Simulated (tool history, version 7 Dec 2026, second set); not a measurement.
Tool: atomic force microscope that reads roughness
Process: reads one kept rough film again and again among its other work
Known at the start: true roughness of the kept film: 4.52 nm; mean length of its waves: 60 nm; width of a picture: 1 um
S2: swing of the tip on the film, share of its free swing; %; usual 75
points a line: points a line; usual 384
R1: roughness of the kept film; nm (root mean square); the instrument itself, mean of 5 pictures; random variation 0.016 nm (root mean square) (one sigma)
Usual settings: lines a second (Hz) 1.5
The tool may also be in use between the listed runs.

{"run": 1, "hour": 0.0, "lines a second (Hz)": 1.5, "S2": 75, "points a line": 384, "R1": 3.935}
{"run": 2, "hour": 21.5, "lines a second (Hz)": 1.5, "S2": 75, "points a line": 513, "R1": 3.776}
{"run": 3, "hour": 42.0, "lines a second (Hz)": 1.5, "S2": 75, "points a line": 350, "R1": 3.632}
{"hour": 57.5, "done": "new tip fitted"}
{"run": 4, "hour": 65.6, "lines a second (Hz)": 1.5, "S2": 75, "points a line": 350, "R1": 3.894}
{"run": 5, "hour": 80.7, "lines a second (Hz)": 1.5, "S2": 75, "points a line": 384, "R1": 3.782}
{"run": 6, "hour": 100.4, "lines a second (Hz)": 1.5, "S2": 75, "points a line": 384, "R1": 3.607}
{"hour": 113.7, "done": "new tip fitted"}
{"run": 7, "hour": 113.7, "lines a second (Hz)": 1.5, "S2": 75, "points a line": 384, "R1": 3.894}
{"run": 8, "hour": 126.4, "lines a second (Hz)": 0.73, "S2": 75, "points a line": 384, "R1": 3.999}
{"run": 9, "hour": 139.3, "lines a second (Hz)": 0.73, "S2": 75, "points a line": 384, "R1": 3.891}
{"run": 10, "hour": 162.3, "lines a second (Hz)": 0.73, "S2": 75, "points a line": 384, "R1": 3.7}
{"hour": 170.4, "done": "new tip fitted"}
{"run": 11, "hour": 174.0, "lines a second (Hz)": 0.73, "S2": 75, "points a line": 384, "R1": 4.07}
{"run": 12, "hour": 197.9, "lines a second (Hz)": 0.73, "S2": 75, "points a line": 384, "R1": 3.871}
{"run": 13, "hour": 210.8, "lines a second (Hz)": 0.73, "S2": 75, "points a line": 384, "R1": 3.777}
{"run": 14, "hour": 223.3, "lines a second (Hz)": 1.5, "S2": 75, "points a line": 853, "R1": 3.517}
{"hour": 227.8, "done": "new tip fitted"}
{"run": 15, "hour": 240.6, "lines a second (Hz)": 1.5, "S2": 75, "points a line": 853, "R1": 3.844}
{"hour": 242.9, "done": "height scale calibrated on a step standard"}
{"run": 16, "hour": 257.0, "lines a second (Hz)": 1.5, "S2": 75, "points a line": 853, "R1": 3.732}
{"run": 17, "hour": 269.7, "lines a second (Hz)": 1.5, "S2": 75, "points a line": 384, "R1": 3.597}
{"run": 18, "hour": 283.1, "lines a second (Hz)": 1.5, "S2": 75, "points a line": 384, "R1": 3.505}
{"hour": 284.9, "done": "new tip fitted"}
{"run": 19, "hour": 309.7, "lines a second (Hz)": 1.5, "S2": 75, "points a line": 384, "R1": 3.68}
{"hour": 326.0, "done": "height scale calibrated on a step standard, once more"}
{"run": 20, "hour": 326.0, "lines a second (Hz)": 1.5, "S2": 75, "points a line": 384, "R1": 3.581}
{"run": 21, "hour": 339.8, "lines a second (Hz)": 2.72, "S2": 75, "points a line": 384, "R1": 3.292}
{"hour": 342.3, "done": "new tip fitted"}
{"run": 22, "hour": 362.3, "lines a second (Hz)": 2, "S2": 68, "points a line": 315, "R1": 3.772}
{"run": 23, "hour": 377.8, "lines a second (Hz)": 3.02, "S2": 75, "points a line": 315, "R1": 3.327}
{"run": 24, "hour": 393.0, "lines a second (Hz)": 3.02, "S2": 75, "points a line": 315, "R1": 3.23}
{"hour": 399.1, "done": "new tip fitted"}
{"run": 25, "hour": 413.8, "lines a second (Hz)": 2.59, "S2": 63, "points a line": 273, "R1": 3.826}
{"run": 26, "hour": 429.4, "lines a second (Hz)": 2.59, "S2": 63, "points a line": 273, "R1": 3.709}
{"run": 27, "hour": 448.4, "lines a second (Hz)": 2.59, "S2": 63, "points a line": 291, "R1": 3.562}
{"hour": 455.3, "done": "new tip fitted"}
{"run": 28, "hour": 464.5, "lines a second (Hz)": 2.61, "S2": 65, "points a line": 768, "R1": 3.848}
{"run": 29, "hour": 484.7, "lines a second (Hz)": 0.96, "S2": 65, "points a line": 273, "R1": 3.862}
{"run": 30, "hour": 506.8, "lines a second (Hz)": 1.08, "S2": 65, "points a line": 273, "R1": 3.71}
{"hour": 512.1, "done": "new tip fitted"}
{"run": 31, "hour": 530.4, "lines a second (Hz)": 1.64, "S2": 79, "points a line": 273, "R1": 3.653}
{"run": 32, "hour": 541.5, "lines a second (Hz)": 1.5, "S2": 75, "points a line": 494, "R1": 3.696}
{"run": 33, "hour": 553.5, "lines a second (Hz)": 3.55, "S2": 75, "points a line": 259, "R1": 3.22}
{"hour": 568.4, "done": "new tip fitted"}
{"run": 34, "hour": 572.4, "lines a second (Hz)": 3.55, "S2": 75, "points a line": 259, "R1": 3.43}
{"run": 35, "hour": 599.4, "lines a second (Hz)": 3.55, "S2": 75, "points a line": 259, "R1": 3.265}
{"run": 36, "hour": 611.0, "lines a second (Hz)": 3.55, "S2": 75, "points a line": 795, "R1": 3.2}
{"hour": 624.2, "done": "new tip fitted"}
{"run": 37, "hour": 637.2, "lines a second (Hz)": 0.69, "S2": 75, "points a line": 387, "R1": 4.016}
{"run": 38, "hour": 660.2, "lines a second (Hz)": 3.93, "S2": 87, "points a line": 302, "R1": 2.779}
{"hour": 680.1, "done": "new tip fitted"}
{"run": 39, "hour": 680.1, "lines a second (Hz)": 3.93, "S2": 87, "points a line": 302, "R1": 2.922}
{"run": 40, "hour": 694.9, "lines a second (Hz)": 3.93, "S2": 87, "points a line": 885, "R1": 2.862}
{"run": 41, "hour": 713.4, "lines a second (Hz)": 0.71, "S2": 80, "points a line": 458, "R1": 3.8}
{"hour": 738.2, "done": "new tip fitted"}
{"run": 42, "hour": 738.9, "lines a second (Hz)": 0.92, "S2": 81, "points a line": 456, "R1": 3.946}

4 ways to go on from here, each from the tool as it stands after run 42. What would each give?
{"run": "A", "hour": 759.0, "lines a second (Hz)": 2.24, "S2": 64, "points a line": 456, "R1": "?"}
{"run": "B", "hour": 759.0, "lines a second (Hz)": 0.78, "S2": 71, "points a line": 802, "R1": "?"}
{"run": "C", "hour": 759.0, "lines a second (Hz)": 1.45, "S2": 89, "points a line": 348, "R1": "?"}
{"run": "D", "hour": 759.0, "lines a second (Hz)": 0.92, "S2": 55, "points a line": 706, "R1": "?"}

run=A R1=3.813
run=B R1=3.922
run=C R1=3.437
run=D R1=4.029
Without the tool's hidden state the same runs would have given:
run=A R1=4.019
run=B R1=4.133
run=C R1=3.623
run=D R1=4.246

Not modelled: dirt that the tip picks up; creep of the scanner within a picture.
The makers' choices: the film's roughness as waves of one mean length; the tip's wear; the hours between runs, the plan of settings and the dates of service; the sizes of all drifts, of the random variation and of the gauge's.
